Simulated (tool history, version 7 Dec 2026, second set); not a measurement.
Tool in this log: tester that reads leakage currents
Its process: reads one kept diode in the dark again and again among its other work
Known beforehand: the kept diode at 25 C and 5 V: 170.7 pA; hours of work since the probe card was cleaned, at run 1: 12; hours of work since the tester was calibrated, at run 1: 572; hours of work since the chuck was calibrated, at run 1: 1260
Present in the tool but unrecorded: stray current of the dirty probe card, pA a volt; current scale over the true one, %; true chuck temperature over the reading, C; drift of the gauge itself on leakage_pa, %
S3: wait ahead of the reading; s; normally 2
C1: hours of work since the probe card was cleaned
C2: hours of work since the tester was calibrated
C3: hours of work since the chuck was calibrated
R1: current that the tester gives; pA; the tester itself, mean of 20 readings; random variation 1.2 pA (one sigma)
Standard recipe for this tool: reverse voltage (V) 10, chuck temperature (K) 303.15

run 1 hour=0 | reverse_voltage_(V)=10 chuck_temperature_(K)=303.15 S3=2 | C1=12 C2=572 C3=1260 | R1=352.62
run 2 hour=35.9 | reverse_voltage_(V)=10 chuck_temperature_(K)=303.15 S3=2 | C1=32 C2=592 C3=1280 | R1=352.81
run 3 hour=75 | reverse_voltage_(V)=10 chuck_temperature_(K)=303.15 S3=9.48 | C1=54 C2=614 C3=1302 | R1=352.15
run 4 hour=118.9 | reverse_voltage_(V)=10 chuck_temperature_(K)=303.15 S3=1.07 | C1=79 C2=639 C3=1326 | R1=352.86
run 5 hour=153.8 | reverse_voltage_(V)=10 chuck_temperature_(K)=303.15 S3=1.07 | C1=98 C2=658 C3=1346 | R1=351.17
run 6 hour=196.2 | reverse_voltage_(V)=10 chuck_temperature_(K)=303.15 S3=1.07 | C1=122 C2=682 C3=1369 | R1=352.47
run 7 hour=254 | reverse_voltage_(V)=10 chuck_temperature_(K)=303.15 S3=1.07 | C1=155 C2=714 C3=1402 | R1=351.45
run 8 hour=306.6 | reverse_voltage_(V)=1.3 chuck_temperature_(K)=303.15 S3=2 | C1=184 C2=744 C3=1431 | R1=123.75
run 9 hour=367.3 | reverse_voltage_(V)=1.9 chuck_temperature_(K)=293.15 S3=4.43 | C1=218 C2=778 C3=1465 | R1=57.79
run 10 hour=414.5 | reverse_voltage_(V)=1.9 chuck_temperature_(K)=293.15 S3=4.43 | C1=245 C2=804 C3=1492 | R1=57.72
run 11 hour=444.2 | reverse_voltage_(V)=1.9 chuck_temperature_(K)=293.15 S3=2.13 | C1=261 C2=821 C3=1508 | R1=57.68
run 12 hour=484.3 | reverse_voltage_(V)=2.2 chuck_temperature_(K)=303.15 S3=3.04 | C1=284 C2=844 C3=1531 | R1=160.64
run 13 hour=546.2 | reverse_voltage_(V)=2.2 chuck_temperature_(K)=303.15 S3=3.04 | C1=318 C2=878 C3=1566 | R1=160.24
run 14 hour=585.8 | reverse_voltage_(V)=11.2 chuck_temperature_(K)=328.15 S3=0.48 | C1=341 C2=900 C3=1588 | R1=3062.55
run 15 hour=613.8 | reverse_voltage_(V)=10 chuck_temperature_(K)=329.15 S3=2 | C1=356 C2=916 C3=1603 | R1=3145.22

Selected run-to-run steps in R1, each split into two signed amounts: the part the tool would show with no hidden state at all (from settings, incoming material and random variation), and the remainder, which goes to the hidden state together with any gauge scatter not common to the measured and the hidden-state-free results:
Run 13 -> 14: reverse voltage (V) 2.2 -> 11.2, chuck temperature (K) 303.15 -> 328.15, S3 3.04 -> 0.48. R1 +2902.31 pA: hidden state -298.79, all else +3201.1.

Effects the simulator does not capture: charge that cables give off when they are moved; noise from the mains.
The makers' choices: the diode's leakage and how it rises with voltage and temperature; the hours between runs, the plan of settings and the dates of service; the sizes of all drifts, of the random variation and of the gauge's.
